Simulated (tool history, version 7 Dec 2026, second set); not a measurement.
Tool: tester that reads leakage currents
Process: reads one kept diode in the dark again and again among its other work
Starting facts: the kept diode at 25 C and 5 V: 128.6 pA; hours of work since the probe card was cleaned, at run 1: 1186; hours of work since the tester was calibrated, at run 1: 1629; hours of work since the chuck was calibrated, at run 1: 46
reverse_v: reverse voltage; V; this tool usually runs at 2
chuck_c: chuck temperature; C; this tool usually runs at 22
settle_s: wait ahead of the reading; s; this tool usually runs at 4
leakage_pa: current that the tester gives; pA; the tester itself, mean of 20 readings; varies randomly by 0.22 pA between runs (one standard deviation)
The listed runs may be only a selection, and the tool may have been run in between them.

run      day  reverse_v  chuck_c  settle_s  hours of work since the probe card was cleaned  hours of work since the tester was calibrated  hours of work since the chuck was calibrated  leakage_pa
  1        0          2       22         4                                            1186                                           1629                                            46       72.24
  2    4.621          2       22         4                                            1270                                           1713                                           130       74.29
  3   11.575          2       36         4                                            1396                                           1839                                           256      267.35
  4   17.438          2       36         4                                            1502                                           1946                                           362      275.74
  5   24.658          2       36         4                                            1634                                           2077                                           493      286.47
  6   32.046          2       49         4                                            1768                                           2211                                           627       851.4
      32.638  -- chuck's temperature calibrated
  7   40.508          2       49         4                                            1920                                           2363                                           143      729.62
  8   44.717          2       49         4                                            1996                                           2439                                           219      749.68
      46.875  -- tester calibrated
  9   53.312          2       49         4                                            2151                                            117                                           374      777.62
 10   59.771          2       22         4                                            2268                                            234                                           491       81.13
 11   64.888       1.57       22         4                                            2361                                            327                                           584       76.65
      67.575  -- chuck's temperature calibrated
 12   69.933       1.57       22         4                                            2451                                            417                                            43        65.6
 13   75.608          2       53      1.01                                            2554                                            520                                           146      1004.5
 14     83.4       2.38       32      0.53                                            2695                                            661                                           287      200.72
 15   91.729          2       28      0.52                                            2846                                            812                                           438      139.52
      94.129  -- tester calibrated, once more
     100.146  -- probe card cleaned and baked
 16  100.279       6.52       41      0.62                                               2                                            109                                           590      677.15
     102.746  -- chuck's temperature calibrated
 17  104.692       6.52       41      0.62                                              81                                            188                                            35       582.2
 18  109.983          2       40         4                                             177                                            284                                           131      362.54
 19   117.65          2       40         4                                             316                                            423                                           270      378.69
 20    125.2       3.88       46      0.76                                             453                                            560                                           408      815.52
 21  132.846        2.2       40      4.69                                             592                                            699                                           546      423.83
 22  136.858        2.2       40      4.69                                             665                                            772                                           619      432.62
     137.683  -- chuck's temperature calibrated
 23  142.146        2.2       57      4.69                                             759                                            866                                            81     1424.67

3 options for the next run, each taken on its own from the tool as it stands now. Forecast them:
  A  145.95          2       42         4                                             828                                            935                                           150           ?
  B  145.95       8.24       57      3.05                                             828                                            935                                           150           ?
  C  145.95       2.49       42      4.69                                             828                                            935                                           150           ?

run  leakage_pa
  A       436.2
  B      2310.3
  C      471.04
Without the tool's hidden state the same runs would have given:
run  leakage_pa
  A      410.27
  B     2186.35
  C      442.98
